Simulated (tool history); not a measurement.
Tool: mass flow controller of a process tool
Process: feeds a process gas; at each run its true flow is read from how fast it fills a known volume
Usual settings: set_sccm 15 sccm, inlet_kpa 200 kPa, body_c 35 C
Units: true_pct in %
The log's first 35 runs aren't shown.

{"run": 36, "day": 116.817, "set_sccm": 19, "inlet_kpa": 225, "body_c": 30, "true_pct": 97.18}
{"run": 37, "day": 119.021, "set_sccm": 47, "inlet_kpa": 277, "body_c": 38, "true_pct": 97.6}
{"run": 38, "day": 120.921, "set_sccm": 47, "inlet_kpa": 277, "body_c": 38, "true_pct": 97.56}
{"run": 39, "day": 123.112, "set_sccm": 47, "inlet_kpa": 223, "body_c": 38, "true_pct": 97.98}
{"run": 40, "day": 127.317, "set_sccm": 47, "inlet_kpa": 223, "body_c": 38, "true_pct": 97.84}
{"run": 41, "day": 130.338, "set_sccm": 47, "inlet_kpa": 223, "body_c": 38, "true_pct": 97.91}
{"run": 42, "day": 133.183, "set_sccm": 47, "inlet_kpa": 223, "body_c": 38, "true_pct": 97.87}
{"run": 43, "day": 136.438, "set_sccm": 38, "inlet_kpa": 228, "body_c": 23, "true_pct": 98.99}
{"run": 44, "day": 139.379, "set_sccm": 13, "inlet_kpa": 235, "body_c": 35, "true_pct": 96.38}
{"run": 45, "day": 142.217, "set_sccm": 13, "inlet_kpa": 235, "body_c": 35, "true_pct": 96.49}
{"run": 46, "day": 146.362, "set_sccm": 7, "inlet_kpa": 152, "body_c": 35, "true_pct": 96.91}
{"run": 47, "day": 150.104, "set_sccm": 7, "inlet_kpa": 152, "body_c": 35, "true_pct": 96.97}
{"run": 48, "day": 154.192, "set_sccm": 7, "inlet_kpa": 152, "body_c": 35, "true_pct": 97.15}

Forecast each of these 4 alternatives for the next run:
{"run": "A", "day": 157.271, "set_sccm": 12, "inlet_kpa": 275, "body_c": 39, "true_pct": "?"}
{"run": "B", "day": 157.271, "set_sccm": 13, "inlet_kpa": 152, "body_c": 38, "true_pct": "?"}
{"run": "C", "day": 157.271, "set_sccm": 7, "inlet_kpa": 241, "body_c": 35, "true_pct": "?"}
{"run": "D", "day": 157.271, "set_sccm": 15, "inlet_kpa": 207, "body_c": 35, "true_pct": "?"}

run=A true_pct=95.70
run=B true_pct=96.81
run=C true_pct=96.52
run=D true_pct=96.74
Without the tool's hidden state the same runs would have given:
run=A true_pct=95.67
run=B true_pct=96.83
run=C true_pct=96.12
run=D true_pct=96.81
